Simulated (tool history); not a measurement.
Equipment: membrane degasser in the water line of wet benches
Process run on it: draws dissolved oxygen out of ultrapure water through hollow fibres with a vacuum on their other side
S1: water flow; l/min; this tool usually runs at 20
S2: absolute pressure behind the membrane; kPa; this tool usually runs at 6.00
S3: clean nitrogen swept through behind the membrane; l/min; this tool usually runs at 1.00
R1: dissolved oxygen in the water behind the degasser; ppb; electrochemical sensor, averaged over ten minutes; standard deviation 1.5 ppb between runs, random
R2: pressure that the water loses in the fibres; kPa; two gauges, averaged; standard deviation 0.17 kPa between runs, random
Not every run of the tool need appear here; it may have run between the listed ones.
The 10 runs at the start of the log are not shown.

run	hour	S1	S2	S3	R1	R2
11	2214.2	20	6.00	1.34	128.4	28.78
12	2410.2	20	6.00	1.34	124.9	29.13
13	2574.9	20	6.00	1.34	125.5	28.86
14	2879.6	20	6.00	1.34	126.2	28.87
15	3058.6	20	9.68	1.00	320.5	28.92
16	3227.2	20	9.68	1.00	318.0	28.88
17	3382.0	20	9.68	1.00	312.2	29.10
18	3585.9	20	9.68	1.00	320.4	29.13
# hour 3679.9: seals of the vacuum lines changed
19	3752.9	24	13.73	0.59	835.1	34.74
20	4056.2	24	13.73	0.59	841.6	34.73
21	4338.2	27	8.44	0.77	429.6	39.23
22	4669.4	27	8.44	0.77	431.8	39.44
23	4994.0	17	4.84	2.89	44.6	24.79
24	5292.7	17	9.74	1.00	272.0	24.71
25	5534.1	13	4.58	0.55	96.3	19.18
26	5764.7	20	14.85	2.30	268.0	29.19
27	6012.1	20	14.85	2.30	268.2	29.43
# hour 6161.6: vacuum gauge calibrated
28	6245.6	20	14.85	2.30	262.2	29.46
29	6525.6	16	6.00	1.51	85.6	23.76
30	6696.2	30	7.37	1.51	241.1	44.22
31	6994.4	23	12.75	1.81	310.0	34.23
32	7257.1	23	12.75	1.81	310.9	33.82

Each row is a separate what-if for the run after 32, all from the same tool condition, not one after another. Results?
A	7449.0	27	12.75	1.81	?	?
B	7449.0	15	6.65	1.00	?	?
C	7449.0	23	12.75	2.56	?	?

run	R1	R2
A	365.9	40.07
B	134.0	22.26
C	239.2	34.03
The same runs, with their run-to-run variation unchanged, on a tool lacking any hidden condition would have given:
run	R1	R2
A	351.2	38.00
B	127.7	21.11
C	227.6	32.26
